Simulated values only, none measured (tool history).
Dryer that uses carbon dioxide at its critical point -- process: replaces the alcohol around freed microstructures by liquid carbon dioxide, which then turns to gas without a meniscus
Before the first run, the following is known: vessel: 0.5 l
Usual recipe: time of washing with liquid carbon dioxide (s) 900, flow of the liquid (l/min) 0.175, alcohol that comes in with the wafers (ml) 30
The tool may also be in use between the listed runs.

run   hour  time of washing with liquid carbon dioxide (s)  flow of the liquid (l/min)  alcohol that comes in with the wafers (ml)  alcohol left in the vessel before it's heated (ppm by volume)
  1    0.0                                             900                       0.175                                          30                                                            756
  2   14.4                                             900                       0.175                                          30                                                            753
  3   25.3                                             900                       0.175                                          30                                                            741
  4   33.2                                             900                       0.170                                          30                                                            873
  5   40.9                                             900                       0.170                                          52                                                           1464
  6   58.5                                             900                       0.111                                          30                                                           3651
  7   67.5                                             900                       0.111                                          30                                                           3537
  8   78.1                                             900                       0.275                                          30                                                            122
  9   95.8                                             900                       0.275                                          30                                                            119
 10  112.3                                             900                       0.275                                          30                                                            130
 11  125.3                                             900                       0.275                                          30                                                            134
 12  134.9                                             900                       0.175                                          31                                                            872
 13  147.1                                             900                       0.175                                          30                                                            869
 14  162.4                                             900                       0.175                                          30                                                            891
 15  174.0                                             900                       0.175                                          30                                                            896
 16  185.7                                             900                       0.175                                          30                                                            887
 17  203.7                                             900                       0.175                                          30                                                            907
 18  216.1                                             900                       0.175                                          30                                                            914
 19  231.9                                             840                       0.175                                          30                                                           1224
 20  248.8                                             840                       0.175                                          30                                                           1211
 21  261.0                                             840                       0.175                                          30                                                           1223
 22  271.3                                             900                       0.148                                          30                                                           1727
 23  284.0                                             900                       0.148                                          30                                                           1722
 24  291.3                                             900                       0.148                                          30                                                           1766
 25  305.4                                             900                       0.284                                          41                                                            196
 26  315.3                                            1260                       0.284                                          99                                                            113
 27  331.7                                            1260                       0.195                                          99                                                            406
 28  347.1                                            1260                       0.126                                          70                                                           2121
 29  362.9                                             960                       0.112                                          36                                                           4118
 30  374.1                                             960                       0.175                                          30                                                            838
 31  387.8                                             960                       0.127                                          21                                                           1786
 32  399.0                                             660                       0.110                                          47                                                          13478
 33  407.2                                             900                       0.175                                          25                                                            880
 34  416.3                                             900                       0.175                                          30                                                           1095
 35  430.7                                             900                       0.269                                          30                                                            239
 36  442.1                                             900                       0.269                                          30                                                            255
 37  451.3                                            1020                       0.289                                          49                                                            188
 38  459.4                                            1080                       0.175                                          21                                                            445
 39  468.3                                             600                       0.127                                          21                                                           5801
 40  481.2                                             780                       0.127                                          83                                                          12876
 41  497.3                                             960                       0.127                                          83                                                           7063
 42  506.0                                             960                       0.127                                          83                                                           7104
 43  515.7                                            1080                       0.154                                          31                                                            997
 44  528.1                                            1080                       0.154                                          31                                                           1017
 45  535.7                                             900                       0.224                                          83                                                           1115
 46  553.1                                             900                       0.224                                          23                                                            438
 47  567.7                                            1200                       0.144                                          35                                                           1013

Same runs, no hidden state in the tool, same run-to-run variation:
What the log doesn't record here: flow that reaches the vessel past the clogged filter, %; alcohol in the recycled carbon dioxide, ppm; drift of the gauge itself on alcohol_ppm, %.
run  alcohol left in the vessel before it's heated (ppm by volume)
  1                                                            711
  2                                                            697
  3                                                            678
  4                                                            798
  5                                                           1352
  6                                                           3453
  7                                                           3328
  8                                                             68
  9                                                             61
 10                                                             67
 11                                                             65
 12                                                            719
 13                                                            706
 14                                                            714
 15                                                            710
 16                                                            694
 17                                                            699
 18                                                            696
 19                                                            952
 20                                                            927
 21                                                            926
 22                                                           1352
 23                                                           1336
 24                                                           1363
 25                                                             68
 26                                                              9
 27                                                            201
 28                                                           1510
 29                                                           3267
 30                                                            528
 31                                                           1310
 32                                                          11481
 33                                                            554
 34                                                            696
 35                                                             71
 36                                                             80
 37                                                             39
 38                                                            206
 39                                                           4715
 40                                                           9950
 41                                                           5071
 42                                                           5069
 43                                                            555
 44                                                            562
 45                                                            566
 46                                                            160
 47                                                            520

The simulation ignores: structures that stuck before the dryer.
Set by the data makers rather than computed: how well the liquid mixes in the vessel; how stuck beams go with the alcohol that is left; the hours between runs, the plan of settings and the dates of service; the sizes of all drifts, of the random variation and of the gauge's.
